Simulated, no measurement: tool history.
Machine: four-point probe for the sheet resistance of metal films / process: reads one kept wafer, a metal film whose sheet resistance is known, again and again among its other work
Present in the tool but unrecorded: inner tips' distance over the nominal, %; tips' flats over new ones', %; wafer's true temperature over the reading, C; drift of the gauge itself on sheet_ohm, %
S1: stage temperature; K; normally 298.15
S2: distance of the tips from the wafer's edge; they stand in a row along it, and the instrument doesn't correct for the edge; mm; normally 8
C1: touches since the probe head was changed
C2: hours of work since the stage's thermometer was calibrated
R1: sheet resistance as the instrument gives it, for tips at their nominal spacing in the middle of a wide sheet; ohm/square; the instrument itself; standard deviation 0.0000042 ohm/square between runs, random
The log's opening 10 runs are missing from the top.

run,hour,S1,S2,C1,C2,R1
11,153.1,293.15,8,33902,361,0.034481
12,172.5,298.15,8,34677,371,0.034594
13,186.7,298.15,8,35243,378,0.034592
14,206.7,298.15,8,36041,388,0.034594
15,228.2,298.15,8,36898,398,0.034596
16,238.3,298.15,8,37303,403,0.034596
17,260.1,298.15,8,38174,414,0.034591
18,270.8,298.15,4,38600,420,0.03494
19,288.4,305.15,74,39301,429,0.03463
20,307.8,305.15,74,40077,438,0.034622
21,327.2,292.15,70,40849,448,0.034355
22,341.5,297.15,28,41422,455,0.034464
23,360.8,297.15,28,42192,465,0.034469
24,372,297.15,28,42638,470,0.034463
25,382.4,292.15,8,43054,476,0.034469
26,400.1,304.15,9,43760,484,0.034697
27,412.2,303.15,8,44242,490,0.034702
28,432.1,301.15,6,45039,500,0.034753
29,442.9,298.15,7,45467,506,0.034634
30,464.6,295.15,7,46336,517,0.03457
31,473.9,304.15,4,46704,521,0.03507
32,483.9,303.15,70,47104,526,0.034586
33,502,305.15,8,47829,535,0.034747
34,518.9,303.15,6,48501,544,0.034796
35,530.5,298.15,8,48964,550,0.034594

What if the next run were any one of these 4? Each begins from the tool's condition after run 35:
A,549.3,306.15,4,49714,559,?
B,549.3,301.15,4,49714,559,?
C,549.3,302.15,17,49714,559,?
D,549.3,302.15,37,49714,559,?

run,R1
A,0.035118
B,0.035009
C,0.034593
D,0.034564
What these runs would have given with no unlogged condition in the tool:
run,R1
A,0.035079
B,0.03497
C,0.034555
D,0.034526
